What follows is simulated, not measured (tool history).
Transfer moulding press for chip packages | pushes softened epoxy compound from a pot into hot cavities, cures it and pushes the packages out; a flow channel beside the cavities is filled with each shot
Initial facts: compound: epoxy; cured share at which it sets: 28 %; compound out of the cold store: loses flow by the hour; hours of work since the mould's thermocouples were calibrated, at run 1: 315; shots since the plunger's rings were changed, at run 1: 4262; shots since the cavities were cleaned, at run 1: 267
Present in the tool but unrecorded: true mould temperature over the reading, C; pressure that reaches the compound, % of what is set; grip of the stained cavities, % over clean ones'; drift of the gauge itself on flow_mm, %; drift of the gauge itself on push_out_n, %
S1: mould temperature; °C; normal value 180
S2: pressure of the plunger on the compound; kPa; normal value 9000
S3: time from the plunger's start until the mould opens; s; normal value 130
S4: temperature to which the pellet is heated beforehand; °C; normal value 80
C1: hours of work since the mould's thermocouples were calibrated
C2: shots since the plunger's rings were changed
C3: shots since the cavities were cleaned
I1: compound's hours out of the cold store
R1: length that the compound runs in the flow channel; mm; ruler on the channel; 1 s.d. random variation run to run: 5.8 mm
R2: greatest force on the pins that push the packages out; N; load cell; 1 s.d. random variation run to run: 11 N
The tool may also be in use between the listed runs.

run 1 hour=0 | S1=180 S2=9000 S3=130 S4=80 | C1=315 C2=4262 C3=267 | I1=32 | R1=553 R2=644
run 2 hour=15.4 | S1=180 S2=9000 S3=130 S4=80 | C1=323 C2=4371 C3=376 | I1=27 | R1=576 R2=692
run 3 hour=29.4 | S1=180 S2=9000 S3=130 S4=80 | C1=330 C2=4470 C3=475 | I1=34.2 | R1=546 R2=730
-- hour=35.1 plunger's sealing rings changed
run 4 hour=44.2 | S1=180 S2=9000 S3=130 S4=80 | C1=336 C2=64 C3=562 | I1=20.4 | R1=656 R2=802
run 5 hour=58 | S1=180 S2=7520 S3=130 S4=80 | C1=343 C2=161 C3=659 | I1=29.6 | R1=562 R2=768
run 6 hour=69.2 | S1=180 S2=7520 S3=130 S4=80 | C1=348 C2=241 C3=739 | I1=29.8 | R1=562 R2=823
run 7 hour=82.6 | S1=180 S2=7520 S3=130 S4=80 | C1=355 C2=336 C3=834 | I1=31.1 | R1=560 R2=830
run 8 hour=93.7 | S1=180 S2=9000 S3=133 S4=80 | C1=360 C2=415 C3=913 | I1=21 | R1=646 R2=829
run 9 hour=103.4 | S1=180 S2=9000 S3=133 S4=80 | C1=365 C2=483 C3=981 | I1=32.2 | R1=613 R2=820
run 10 hour=117.5 | S1=180 S2=9000 S3=133 S4=80 | C1=372 C2=583 C3=1081 | I1=15.4 | R1=669 R2=890
-- hour=131.7 cavities cleaned with cleaning compound and waxed
run 11 hour=136.8 | S1=180 S2=9000 S3=156 S4=80 | C1=380 C2=709 C3=36 | I1=15 | R1=681 R2=440
run 12 hour=150.2 | S1=180 S2=9000 S3=156 S4=80 | C1=387 C2=803 C3=130 | I1=21.9 | R1=654 R2=481
run 13 hour=163.1 | S1=180 S2=9000 S3=130 S4=71 | C1=393 C2=895 C3=222 | I1=45.1 | R1=537 R2=620
run 14 hour=177.9 | S1=180 S2=9000 S3=130 S4=71 | C1=401 C2=1000 C3=327 | I1=47 | R1=550 R2=635
run 15 hour=194.6 | S1=175 S2=10250 S3=114 S4=77 | C1=409 C2=1118 C3=445 | I1=38.4 | R1=618 R2=1300
run 16 hour=209.2 | S1=175 S2=10250 S3=142 S4=76 | C1=416 C2=1221 C3=548 | I1=44.6 | R1=598 R2=870
-- hour=212.7 mould's thermocouples calibrated
run 17 hour=228.4 | S1=180 S2=9140 S3=130 S4=89 | C1=8 C2=1343 C3=670 | I1=37.1 | R1=577 R2=782
run 18 hour=235.7 | S1=180 S2=9000 S3=134 S4=80 | C1=11 C2=1394 C3=721 | I1=22.8 | R1=637 R2=786
-- hour=240.9 mould's thermocouples calibrated, once more
run 19 hour=246.5 | S1=180 S2=9000 S3=132 S4=75 | C1=3 C2=1457 C3=784 | I1=29.2 | R1=601 R2=776
run 20 hour=260.6 | S1=180 S2=9000 S3=115 S4=90 | C1=10 C2=1557 C3=884 | I1=41.8 | R1=553 R2=945
run 21 hour=273.4 | S1=180 S2=9000 S3=115 S4=90 | C1=16 C2=1647 C3=974 | I1=9.2 | R1=688 R2=1100
run 22 hour=282.4 | S1=180 S2=7620 S3=158 S4=80 | C1=20 C2=1711 C3=1038 | I1=15.3 | R1=613 R2=715
run 23 hour=290.8 | S1=180 S2=7620 S3=158 S4=80 | C1=24 C2=1771 C3=1098 | I1=17.6 | R1=600 R2=695
-- hour=302.9 cavities cleaned with cleaning compound and waxed
run 24 hour=305 | S1=180 S2=7620 S3=158 S4=80 | C1=31 C2=1861 C3=16 | I1=29 | R1=551 R2=435
run 25 hour=316.5 | S1=180 S2=9000 S3=167 S4=79 | C1=36 C2=1942 C3=97 | I1=37.4 | R1=557 R2=444
run 26 hour=332.2 | S1=177 S2=9000 S3=134 S4=75 | C1=44 C2=2053 C3=208 | I1=15.4 | R1=666 R2=775
run 27 hour=343.2 | S1=177 S2=9000 S3=134 S4=75 | C1=49 C2=2131 C3=286 | I1=24.4 | R1=633 R2=777

Predict the results of run 28:
run 28 hour=359.3 | S1=188 S2=9000 S3=130 S4=80 | C1=57 C2=2245 C3=400 | I1=34.5 | R1=? R2=?

{"run 28": {"R1": 543, "R2": 549}}
If the tool had no hidden condition, the same run with the same run-to-run variation would have returned R1 568 mm, R2 388 N.
